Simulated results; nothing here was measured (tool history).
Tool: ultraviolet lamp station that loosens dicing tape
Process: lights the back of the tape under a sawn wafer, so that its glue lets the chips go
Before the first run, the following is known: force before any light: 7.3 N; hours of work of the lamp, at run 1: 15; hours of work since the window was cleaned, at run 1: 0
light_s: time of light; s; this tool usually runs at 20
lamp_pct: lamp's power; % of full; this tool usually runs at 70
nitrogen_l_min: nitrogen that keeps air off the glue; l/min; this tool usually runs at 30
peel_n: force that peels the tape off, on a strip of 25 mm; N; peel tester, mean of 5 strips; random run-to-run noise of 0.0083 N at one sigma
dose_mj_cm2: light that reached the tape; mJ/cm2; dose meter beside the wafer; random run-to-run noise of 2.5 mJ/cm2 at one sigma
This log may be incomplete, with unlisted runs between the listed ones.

run   hour  light_s  lamp_pct  nitrogen_l_min  hours of work of the lamp  hours of work since the window was cleaned  peel_n  dose_mj_cm2
  1      0       20        70              30                         15                                           0   0.339          281
  2      9       20        70              30                         21                                           7   0.325          288
  3   14.9       20        70              34                         25                                          11   0.296          286
  4     26       20        70              34                         33                                          18   0.311          282
  5   34.8       20        70              34                         39                                          24   0.302          283
  6   42.4       20        70              58                         44                                          30   0.231          285
  7   47.9       20        96              30                         48                                          34   0.207          391
  8   57.7       20        96              30                         55                                          40   0.203          393
  9   64.8       20        70              52                         60                                          45    0.25          288
 10   71.5       10        70              30                         64                                          50   1.248          144
 11   81.9       20        70              30                         71                                          57   0.352          284
 12     92       20        70              30                         78                                          64   0.334          287
 13   96.6       20        70              30                         82                                          67   0.328          289
 14  105.3       20        70              30                         88                                          73   0.349          284
 15  115.7       20        70              30                         95                                          80   0.332          284
 16  124.9       20        70              30                        101                                          87   0.333          283
 17    134       20        70              30                        107                                          93   0.347          287
 18  142.5       20        70              30                        113                                          99   0.327          289
 19  150.2       20        70              30                        119                                         104    0.35          285
 20  158.8       11        70              48                        124                                         110   0.787          162
 21  164.3       12        72              25                        128                                         114    0.98          179
 22  172.7       26        78              12                        134                                         120   0.338          414
 23  180.4       26        78              12                        139                                         125   0.331          411
 24  187.8       26        78              12                        145                                         130   0.332          418
 25  194.6       26        78              12                        149                                         135    0.33          410
 26  201.1       26        78              12                        154                                         139   0.323          410
 27  210.8       26        78              12                        160                                         146   0.347          410
 28  217.1       20        79              30                        165                                         150    0.28          323
 29  226.7       16        70              30                        171                                         157   0.516          232
 30  237.8       15        70              17                        179                                         165   0.898          215
 31  242.6       15        70              17                        182                                         168   0.892          213
 32    250       20        71              30                        188                                         173   0.331          291
 33  256.4       20        71              30                        192                                         178   0.321          288
 34  262.9       21        66              30                        196                                         182   0.347          283
 35    271       21        66              30                        202                                         188   0.336          284
 36  281.1       14        70              30                        209                                         195    0.67          200
 37  288.3       36        64              38                        214                                         200   0.188          468
 38  293.9       20        86              31                        218                                         203   0.244          349

4 options for the next run, each taken on its own from the tool as it stands now. Forecast them:
     295.8  -- window cleaned of glue's vapour
  A  304.2       20        91              23                        225                                           6       ?            ?
     295.8  -- window cleaned of glue's vapour
  B  304.2       18        93              56                        225                                           6       ?            ?
     295.8  -- window cleaned of glue's vapour
  C  304.2       16        97              55                        225                                           6       ?            ?
     295.8  -- window cleaned of glue's vapour
  D  304.2       20        70              12                        225                                           6       ?            ?

run  peel_n  dose_mj_cm2
  A   0.263          373
  B   0.195          341
  C    0.21          316
  D   0.679          286
What these runs would have given with no unlogged condition in the tool:
run  peel_n  dose_mj_cm2
  A   0.263          373
  B   0.195          341
  C   0.209          316
  D   0.679          286
